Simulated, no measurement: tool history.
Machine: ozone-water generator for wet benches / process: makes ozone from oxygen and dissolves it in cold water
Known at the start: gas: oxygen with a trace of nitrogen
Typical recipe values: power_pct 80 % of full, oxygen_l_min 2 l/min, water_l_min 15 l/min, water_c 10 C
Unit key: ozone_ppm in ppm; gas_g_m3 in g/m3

Run 1, hour 0: usual settings. Result: ozone_ppm 17.8 ppm, gas_g_m3 242.1 g/m3.
Run 2, hour 27.6: usual settings but oxygen_l_min 3.3 l/min. Result: ozone_ppm 20.6 ppm, gas_g_m3 200.4 g/m3.
Run 3, hour 64.3: usual settings but oxygen_l_min 3.3 l/min. Result: ozone_ppm 20.7 ppm, gas_g_m3 200.7 g/m3.
Run 4, hour 93.6: usual settings. Result: ozone_ppm 17.8 ppm, gas_g_m3 242.5 g/m3.
Run 5, hour 111.4: usual settings. Result: ozone_ppm 17.6 ppm, gas_g_m3 244.4 g/m3.
Run 6, hour 135: usual settings but oxygen_l_min 2.48 l/min. Result: ozone_ppm 19 ppm, gas_g_m3 221.4 g/m3.
Run 7, hour 162.6: usual settings but oxygen_l_min 2.48 l/min. Result: ozone_ppm 18.7 ppm, gas_g_m3 222.7 g/m3.
Run 8, hour 197.9: usual settings. Result: ozone_ppm 17.6 ppm, gas_g_m3 240.4 g/m3.
Run 9, hour 217.7: usual settings. Result: ozone_ppm 17.7 ppm, gas_g_m3 240.8 g/m3.
Run 10, hour 235.8: usual settings. Result: ozone_ppm 17.3 ppm, gas_g_m3 242.3 g/m3.
Run 11, hour 253.6: usual settings. Result: ozone_ppm 17.4 ppm, gas_g_m3 240.4 g/m3.
Run 12, hour 285.6: usual settings. Result: ozone_ppm 17.4 ppm, gas_g_m3 238.3 g/m3.
Run 13, hour 315.2: usual settings but oxygen_l_min 3.39 l/min. Result: ozone_ppm 20.5 ppm, gas_g_m3 194.4 g/m3.
Run 14, hour 332.3: usual settings but oxygen_l_min 3.39 l/min. Result: ozone_ppm 20.2 ppm, gas_g_m3 195.4 g/m3.
Run 15, hour 367.6: usual settings. Result: ozone_ppm 17.3 ppm, gas_g_m3 239.8 g/m3.
Run 16, hour 407.6: usual settings. Result: ozone_ppm 17.3 ppm, gas_g_m3 237.2 g/m3.
Run 17, hour 432.1: usual settings. Result: ozone_ppm 17.4 ppm, gas_g_m3 239 g/m3.
Run 18, hour 450.9: usual settings. Result: ozone_ppm 17 ppm, gas_g_m3 237.5 g/m3.
Run 19, hour 473.3: usual settings but water_c 14 C. Result: ozone_ppm 16.5 ppm, gas_g_m3 238.9 g/m3.
Run 20, hour 507.2: usual settings but oxygen_l_min 1.89 l/min. Result: ozone_ppm 16.9 ppm, gas_g_m3 246.4 g/m3.
Run 21, hour 543.6: usual settings but oxygen_l_min 1.89 l/min. Result: ozone_ppm 16.7 ppm, gas_g_m3 241.5 g/m3.
Run 22, hour 579.3: usual settings but oxygen_l_min 1.89 l/min. Result: ozone_ppm 16.7 ppm, gas_g_m3 241.8 g/m3.
Run 23, hour 606.8: usual settings but oxygen_l_min 3.32 l/min, water_l_min 21 l/min. Result: ozone_ppm 14.8 ppm, gas_g_m3 194 g/m3.
Run 24, hour 623.9: usual settings but oxygen_l_min 2.35 l/min, water_l_min 13 l/min. Result: ozone_ppm 20.5 ppm, gas_g_m3 224 g/m3.
Run 25, hour 655.2: usual settings but power_pct 63 % of full, oxygen_l_min 2.4 l/min, water_c 16 C. Result: ozone_ppm 14.3 ppm, gas_g_m3 184.3 g/m3.
At hour 663.5: water thermometer calibrated.
At hour 669.5: contactor cleaned.
Run 26, hour 682.4: usual settings but power_pct 99 % of full, oxygen_l_min 1.6 l/min. Result: ozone_ppm 18.8 ppm, gas_g_m3 302.8 g/m3.
Run 27, hour 701.2: usual settings but power_pct 87 % of full. Result: ozone_ppm 18.9 ppm, gas_g_m3 251.4 g/m3.
Run 28, hour 724.9: usual settings but oxygen_l_min 1.44 l/min, water_l_min 21 l/min, water_c 8 C. Result: ozone_ppm 11.1 ppm, gas_g_m3 268.2 g/m3.
Run 29, hour 747.4: usual settings but oxygen_l_min 1.44 l/min, water_l_min 21 l/min, water_c 8 C. Result: ozone_ppm 11.1 ppm, gas_g_m3 266.8 g/m3.
Run 30, hour 783.2: usual settings but oxygen_l_min 2.49 l/min, water_l_min 21 l/min, water_c 8 C. Result: ozone_ppm 14 ppm, gas_g_m3 213 g/m3.
Run 31, hour 824: usual settings but water_l_min 22 l/min. Result: ozone_ppm 12.2 ppm, gas_g_m3 234.7 g/m3.
Run 32, hour 849.1: usual settings but oxygen_l_min 2.17 l/min, water_c 15 C. Result: ozone_ppm 17.1 ppm, gas_g_m3 225.4 g/m3.

How would selected steps in ozone_ppm from run to run divide? Give the signed amount a tool lacking its hidden state would still show from settings, what came in and random variation, and the signed amount left for the hidden state, including any gauge scatter that is not in both of the compared results.
The hidden state here: yield of the discharge, % of new electrodes'; contactor's efficiency, % of a clean one's; true water temperature over the reading, C; drift of the gauge itself on ozone_ppm, %; drift of the gauge itself on gas_g_m3, %.
Run 23 -> 24: oxygen_l_min 3.32 -> 2.35, water_l_min 21 -> 13. ozone_ppm +5.7 ppm: hidden state -0.8, all else +6.5.
Run 24 -> 25: power_pct 80 -> 63, oxygen_l_min 2.35 -> 2.4, water_l_min 13 -> 15, water_c 10 -> 16. ozone_ppm -6.2 ppm: hidden state +1.2, all else -7.4.
Run 27 -> 28: power_pct 87 -> 80, oxygen_l_min 2 -> 1.44, water_l_min 15 -> 21, water_c 10 -> 8. ozone_ppm -7.8 ppm: hidden state +1, all else -8.8.
